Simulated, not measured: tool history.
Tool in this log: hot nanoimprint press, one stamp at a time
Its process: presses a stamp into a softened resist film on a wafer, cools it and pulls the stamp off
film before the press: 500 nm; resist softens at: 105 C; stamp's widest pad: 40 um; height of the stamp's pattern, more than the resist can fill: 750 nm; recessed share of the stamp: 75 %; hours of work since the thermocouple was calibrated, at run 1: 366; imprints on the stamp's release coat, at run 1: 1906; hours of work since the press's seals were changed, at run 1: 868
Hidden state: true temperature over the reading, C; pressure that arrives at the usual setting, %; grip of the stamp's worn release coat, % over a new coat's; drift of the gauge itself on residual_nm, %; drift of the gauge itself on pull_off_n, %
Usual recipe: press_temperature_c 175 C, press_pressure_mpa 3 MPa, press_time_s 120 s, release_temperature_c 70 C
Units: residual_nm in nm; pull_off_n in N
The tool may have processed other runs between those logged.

run    hour  press_temperature_c  press_pressure_mpa  press_time_s  release_temperature_c  hours of work since the thermocouple was calibrated  imprints on the stamp's release coat  hours of work since the press's seals were changed  residual_nm  pull_off_n
  1       0                  175                   3           120                     70                                                  366                                  1906                                                 868        223.8         140
  2    60.6                  175                   3           107                     70                                                  411                                  2140                                                 913        232.1         147
      101.4  -- stamp cleaned and given a new release coat
  3   113.3                  180                   3           120                     70                                                  446                                    47                                                 948        193.6         137
  4   157.2                  180                   3           120                     70                                                  479                                   216                                                 980        192.3         135
  5   188.6                  175                   3           120                     70                                                  502                                   338                                                1003        222.3         141
      238.7  -- plate thermocouple calibrated
  6   260.9                  167                   3           120                     70                                                   17                                   606                                                1055        285.1         141
  7   313.3                  175                1.99           120                     70                                                   55                                   808                                                1094        278.9         138
      358.3  -- press's hydraulic seals changed and the load cell set to zero
  8   365.6                  175                1.99           120                     70                                                   88                                   980                                                   5          278         139
  9   422.4                  175                1.99           120                     70                                                  131                                  1200                                                  48          278         143
 10     458                  175                1.99           120                     70                                                  157                                  1337                                                  74        277.9         142
 11   530.9                  175                   3           120                     70                                                  211                                  1619                                                 128        225.7         137
 12   579.5                  175                   3           120                     70                                                  247                                  1807                                                 164        224.4         141
 13   639.5                  175                   3           120                     70                                                  292                                  2039                                                 209        225.5         142
 14   690.8                  175                   3           120                     70                                                  330                                  2237                                                 247        225.5         144
      708.5  -- stamp cleaned and given a new release coat
 15   765.1                  175                   3           120                     70                                                  381                                   218                                                 298        226.2         137
 16   817.7                  167                4.55           121                     70                                                  420                                   422                                                 337        229.2         139
 17     852                  167                4.55           121                     70                                                  445                                   554                                                 362        228.2         137
 18   920.2                  167                4.55           121                     70                                                  496                                   818                                                 413        229.2         138
      981.4  -- plate thermocouple calibrated
 19   981.5                  167                4.55           121                     70                                                    0                                  1044                                                 456        229.4         143
 20  1019.2                  175                   3           120                     76                                                   28                                  1189                                                 484        226.5         129
 21  1091.5                  175                   3           120                     76                                                   82                                  1469                                                 538        227.4         129
 22  1164.1                  175                   3           120                     76                                                  136                                  1750                                                 592        226.3         132
 23    1226                  175                   3           120                     76                                                  182                                  1989                                                 638        227.8         125
 24  1290.5                  182                2.21            65                     76                                                  230                                  2239                                                 686          269         132
     1308.5  -- stamp cleaned and given a new release coat
 25    1327                  175                   3           122                     70                                                  252                                    71                                                 709        225.7         137
 26  1357.5                  175                   3           122                     70                                                  275                                   190                                                 731        227.1         140
 27  1430.1                  183                2.49           105                     56                                                  329                                   470                                                 785        209.8         164
 28  1499.2                  165                 1.8           120                     71                                                  380                                   737                                                 837        380.8         132
       1514  -- gauge calibrated
 29  1530.2                  171                1.98            82                     70                                                  403                                   857                                                 860        339.4         138

Predict each of these 4 candidate next runs independently; none follows another, all start after run 29:
  A  1569.5                  170                1.98           123                     75                                                  433                                  1009                                                 889            ?           ?
  B  1569.5                  175                3.94            78                     63                                                  433                                  1009                                                 889            ?           ?
  C  1569.5                  167                1.91           205                     70                                                  433                                  1009                                                 889            ?           ?
  D  1569.5                  182                1.98           150                     70                                                  433                                  1009                                                 889            ?           ?

run  residual_nm  pull_off_n
  A        314.4         127
  B        221.1         155
  C        301.4         137
  D        214.2         148
Stripped of hidden state, with their random variation kept, the same runs would have yielded:
run  residual_nm  pull_off_n
  A        314.3         126
  B          221         154
  C        301.3         137
  D        214.1         148
